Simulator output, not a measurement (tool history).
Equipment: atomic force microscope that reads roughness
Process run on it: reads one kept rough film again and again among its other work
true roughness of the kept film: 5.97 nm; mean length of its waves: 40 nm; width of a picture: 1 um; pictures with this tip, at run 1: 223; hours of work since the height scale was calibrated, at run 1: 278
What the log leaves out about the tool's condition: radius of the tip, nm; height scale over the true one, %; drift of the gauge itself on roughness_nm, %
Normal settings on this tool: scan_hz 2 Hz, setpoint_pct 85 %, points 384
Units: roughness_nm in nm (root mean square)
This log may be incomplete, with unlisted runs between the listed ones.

| run | hour | scan_hz | setpoint_pct | points | pictures with this tip | hours of work since the height scale was calibrated | roughness_nm |
|---|---|---|---|---|---|---|---|
| 1 | 0 | 2 | 85 | 384 | 223 | 278 | 3.154 |
| 2 | 7.5 | 2 | 75 | 384 | 232 | 282 | 3.439 |
| 3 | 15 | 2 | 75 | 384 | 241 | 285 | 3.397 |
| 4 | 30 | 2 | 65 | 384 | 260 | 292 | 3.607 |
| 5 | 43.8 | 2 | 65 | 384 | 277 | 298 | 3.535 |
| 6 | 51.9 | 2 | 85 | 384 | 287 | 301 | 2.995 |
| 7 | 65.8 | 2 | 85 | 384 | 305 | 308 | 2.95 |
| 8 | 72.2 | 2 | 85 | 384 | 313 | 310 | 2.91 |
| 9 | 84 | 2 | 85 | 959 | 327 | 316 | 2.916 |
| 10 | 94.6 | 2 | 85 | 959 | 341 | 320 | 2.894 |
| 11 | 106.6 | 2 | 85 | 959 | 356 | 326 | 2.845 |
| 12 | 119.4 | 2 | 85 | 959 | 372 | 331 | 2.803 |
|  | 121.7 | height scale calibrated on a step standard |
|  | 127.4 | new tip fitted |
| 13 | 130 | 2 | 85 | 770 | 3 | 3 | 3.968 |
| 14 | 144.8 | 2 | 56 | 384 | 21 | 10 | 4.742 |
| 15 | 153 | 2 | 56 | 384 | 32 | 14 | 4.669 |
| 16 | 161.5 | 0.54 | 85 | 730 | 42 | 17 | 4.545 |
| 17 | 167.9 | 0.54 | 85 | 730 | 50 | 20 | 4.532 |
| 18 | 174.2 | 0.91 | 69 | 894 | 58 | 23 | 4.565 |
| 19 | 181.4 | 2 | 85 | 641 | 67 | 26 | 3.675 |
| 20 | 196.1 | 2 | 83 | 384 | 85 | 33 | 3.723 |
|  | 198.8 | height scale calibrated on a step standard, once more |
| 21 | 208.4 | 0.56 | 88 | 384 | 100 | 4 | 4.273 |

5 ways to go on from here, each from the tool as it stands after run 21. What would each give?
| A | 221.9 | 1.64 | 85 | 383 | 116 | 10 | ? |
| B | 221.9 | 3.24 | 75 | 384 | 116 | 10 | ? |
| C | 221.9 | 0.53 | 57 | 529 | 116 | 10 | ? |
| D | 221.9 | 2 | 85 | 329 | 116 | 10 | ? |
| E | 221.9 | 1.9 | 72 | 277 | 116 | 10 | ? |

| run | roughness_nm |
|---|---|
| A | 3.709 |
| B | 3.582 |
| C | 4.549 |
| D | 3.584 |
| E | 3.983 |
Without the tool's hidden state the same runs would have given:
| run | roughness_nm |
|---|---|
| A | 4.191 |
| B | 4.049 |
| C | 5.141 |
| D | 4.051 |
| E | 4.501 |

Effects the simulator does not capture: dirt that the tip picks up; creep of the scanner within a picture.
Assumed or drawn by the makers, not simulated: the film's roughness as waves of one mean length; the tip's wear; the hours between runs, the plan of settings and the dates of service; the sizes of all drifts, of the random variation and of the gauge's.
